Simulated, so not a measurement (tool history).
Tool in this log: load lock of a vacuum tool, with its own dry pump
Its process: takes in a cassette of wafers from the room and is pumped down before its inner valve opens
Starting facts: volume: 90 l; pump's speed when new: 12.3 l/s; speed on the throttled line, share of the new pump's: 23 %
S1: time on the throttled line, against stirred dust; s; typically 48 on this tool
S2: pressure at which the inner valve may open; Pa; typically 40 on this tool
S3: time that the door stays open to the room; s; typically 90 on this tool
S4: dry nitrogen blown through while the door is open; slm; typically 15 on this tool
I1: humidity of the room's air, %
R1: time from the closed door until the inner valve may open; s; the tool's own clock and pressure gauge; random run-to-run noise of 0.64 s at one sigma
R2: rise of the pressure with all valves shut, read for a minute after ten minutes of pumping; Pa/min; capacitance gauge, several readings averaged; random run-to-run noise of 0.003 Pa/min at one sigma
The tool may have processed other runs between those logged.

run,hour,S1,S2,S3,S4,I1,R1,R2
1,0.0,48,40,90,15,45.7,99.9,0.030
2,67.9,59,40,90,15,46.2,108.6,0.034
3,138.3,59,40,90,15,43.5,108.9,0.032
4,204.1,59,40,90,15,48.7,107.9,0.029
5,284.0,59,40,90,15,46.3,109.5,0.039
6,324.2,59,40,90,15,44.9,107.6,0.034
7,400.0,59,40,90,15,47.7,109.5,0.031
8,489.3,59,40,90,15,44.8,109.1,0.036
9,534.1,59,40,90,15,44.8,108.2,0.035
10,580.5,48,40,90,4,44.2,101.1,0.051
11,634.6,48,40,90,4,45.5,100.5,0.053
12,678.3,48,40,90,15,45.0,100.9,0.037
13,726.7,48,40,90,15,46.0,101.6,0.038
14,802.2,48,40,90,15,43.7,101.0,0.038
15,845.2,48,40,90,5,45.8,101.9,0.050
16,908.5,48,40,90,5,45.4,101.4,0.053
17,985.0,48,40,90,5,43.9,101.4,0.050
18,1045.3,48,40,90,5,46.3,101.7,0.049
19,1123.4,48,36,90,5,44.0,101.8,0.057
20,1185.8,48,36,90,5,44.8,103.1,0.052
21,1258.6,25,34,25,25,41.6,87.2,0.030
22,1340.5,48,40,212,15,42.3,102.1,0.049
23,1410.1,48,38,38,15,46.0,102.4,0.032
24,1501.2,43,40,90,18,44.2,98.3,0.038
25,1571.6,36,35,71,32,45.1,95.3,0.039
26,1625.4,36,35,71,32,42.1,95.4,0.032
27,1678.8,48,39,90,9,42.9,102.2,0.054
28,1734.6,48,39,90,9,43.9,102.6,0.053
29,1800.0,48,53,130,15,44.3,100.8,0.054
30,1894.3,48,53,130,16,47.1,98.4,0.051
31,1986.6,71,53,130,16,48.3,116.2,0.051
32,2044.3,48,40,172,15,42.8,103.1,0.054
33,2105.3,48,40,172,15,46.5,101.7,0.055
34,2148.6,48,40,172,15,44.5,102.9,0.059
35,2232.7,27,40,90,15,44.7,87.4,0.053
36,2283.7,27,40,33,15,47.7,87.7,0.042
37,2341.4,27,62,127,15,41.5,83.8,0.055

Branching from run 37: 3 alternative next runs. What would each branch give?
A,2380.5,48,47,52,15,45.7,?,?
B,2380.5,48,40,90,12,44.3,?,?
C,2380.5,48,72,90,24,47.4,?,?

run,R1,R2
A,101.8,0.047
B,102.9,0.058
C,98.1,0.053
Without the tool's unlogged condition, the same runs would have read:
run,R1,R2
A,92.9,0.011
B,93.9,0.023
C,89.9,0.017
